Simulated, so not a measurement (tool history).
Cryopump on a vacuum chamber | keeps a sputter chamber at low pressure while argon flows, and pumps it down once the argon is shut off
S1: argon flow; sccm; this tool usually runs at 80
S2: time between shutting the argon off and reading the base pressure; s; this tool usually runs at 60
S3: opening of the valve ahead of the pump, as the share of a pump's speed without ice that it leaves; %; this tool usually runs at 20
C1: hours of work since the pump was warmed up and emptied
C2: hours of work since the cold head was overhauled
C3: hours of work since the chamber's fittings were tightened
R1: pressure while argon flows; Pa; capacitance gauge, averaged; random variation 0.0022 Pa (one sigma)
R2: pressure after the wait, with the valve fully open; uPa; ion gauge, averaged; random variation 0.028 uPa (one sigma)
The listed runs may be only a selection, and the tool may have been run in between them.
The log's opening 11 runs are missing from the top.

run     day   S1   S2  S3   C1   C2   C3      R1    R2
 12   9.588   80   60  44  445  445  661  0.2686  2.03
 13  10.121   80   60  44  456  456  672  0.2715  2.09
 14  10.629   80   60  16  467  467  682  0.6973  2.09
 15  11.096   80   60  20  476  476  691  0.5575  2.17
 16  11.971   80   60  20  494  494  709  0.5656  2.19
 17  12.867   80   60  20  513  513  728  0.5649  2.12
 18  13.621   80   27  42  528  528  743  0.2865  3.56
 19  14.479   80   60  21  546  546  761  0.5468  2.20
 20  15.196   80   60  21  560  560  776  0.5453  2.24
 21  15.675   80   60  21  570  570  785  0.5472  2.30
 22  16.233  148   77  20  582  582  797  1.0538  2.03
 23  17.154  148   77  20  600  600  816  1.0590  2.09
 24  17.875  148   77  20  615  615  830  1.0710  2.08
 25  18.550   80   60  24  629  629  844  0.4879  2.37
 26  19.062  132   60  24  640  640  855  0.8014  2.40
 27  19.708  132   60  24  653  653  868  0.8083  2.39
 28  20.692  132   60  24  673  673  888  0.8061  2.50
 29  21.512  148  112  24  690  690  905  0.9119  2.05
     21.938  -- pump warmed up, emptied and cooled again
 30  22.225   80   80  49    6  700  915  0.2197  1.87
 31  22.712   80   80  49   16  710  925  0.2231  1.81
 32  23.612   74   80  26   34  729  944  0.3837  1.88
 33  24.038   80   60  15   43  737  952  0.7160  2.12
 34  24.462   55   51  32   52  746  961  0.2339  2.32

Branching from run 34: 4 alternative next runs. What would each branch give?
  A  25.100   80   46  20  65  759  974   ?   ?
  B  25.100  113  133  32  65  759  974   ?   ?
  C  25.100   97   51  32  65  759  974   ?   ?
  D  25.100   72  231  53  65  759  974   ?   ?

run      R1    R2
  A  0.5421  2.46
  B  0.4788  1.61
  C  0.4119  2.35
  D  0.1864  1.39
Without the tool's hidden state the same runs would have given:
run      R1    R2
  A  0.5372  1.60
  B  0.4719  0.74
  C  0.4059  1.47
  D  0.1819  0.50
